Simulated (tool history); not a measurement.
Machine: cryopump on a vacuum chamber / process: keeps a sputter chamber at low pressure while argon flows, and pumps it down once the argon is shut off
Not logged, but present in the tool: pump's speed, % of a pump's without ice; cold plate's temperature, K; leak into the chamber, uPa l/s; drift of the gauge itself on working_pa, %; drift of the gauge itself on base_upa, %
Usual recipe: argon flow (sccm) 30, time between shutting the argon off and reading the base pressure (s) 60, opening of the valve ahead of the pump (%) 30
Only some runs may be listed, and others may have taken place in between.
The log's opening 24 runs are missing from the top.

run     day  argon flow (sccm)  time between shutting the argon off and reading the base pressure (s)  opening of the valve ahead of the pump (%)  hours of work since the pump was warmed up and emptied  hours of work since the cold head was overhauled  hours of work since the chamber's fittings were tightened  pressure while argon flows (Pa)  pressure after the wait (uPa)
 25  11.817                 21                                                                    150                                          36                                                     433                                               433                                                        116                           0.1091                           1.17
 26  12.225                 37                                                                     29                                          24                                                     442                                               442                                                        125                           0.2827                           3.03
 27  12.646                 30                                                                     50                                          30                                                     450                                               450                                                        133                           0.1880                           2.14
 28  13.088                 12                                                                     46                                          44                                                     459                                               459                                                        142                           0.0518                           2.21
 29  13.638                 30                                                                     78                                          30                                                     470                                               470                                                        153                           0.1868                           1.72
 30  14.221                 35                                                                     20                                          41                                                     482                                               482                                                        165                           0.1629                           4.12
 31  14.575                 39                                                                     60                                          38                                                     489                                               489                                                        172                           0.1952                           1.98
 32  15.221                 58                                                                     39                                          30                                                     502                                               502                                                        185                           0.3622                           2.59
 33  15.775                 35                                                                     39                                          30                                                     514                                               514                                                        197                           0.2183                           2.75
 34  16.117                 54                                                                    137                                          33                                                     521                                               521                                                        204                           0.3080                           1.55

Forecast each of these 4 alternatives for the next run:
  A  16.446                 30                                                                     60                                          38                                                     527                                               527                                                        210                                ?                              ?
  B  16.446                 12                                                                     60                                          30                                                     527                                               527                                                        210                                ?                              ?
  C  16.446                 54                                                                    137                                          26                                                     527                                               527                                                        210                                ?                              ?
  D  16.446                 30                                                                     60                                          23                                                     527                                               527                                                        210                                ?                              ?

run  pressure while argon flows (Pa)  pressure after the wait (uPa)
  A                           0.1504                           2.12
  B                           0.0740                           2.19
  C                           0.3867                           1.59
  D                           0.2403                           2.17
Take away the tool's hidden state, keep each run's random variation, and the runs would have read:
run  pressure while argon flows (Pa)  pressure after the wait (uPa)
  A                           0.1396                           1.36
  B                           0.0697                           1.42
  C                           0.3672                           0.83
  D                           0.2295                           1.41

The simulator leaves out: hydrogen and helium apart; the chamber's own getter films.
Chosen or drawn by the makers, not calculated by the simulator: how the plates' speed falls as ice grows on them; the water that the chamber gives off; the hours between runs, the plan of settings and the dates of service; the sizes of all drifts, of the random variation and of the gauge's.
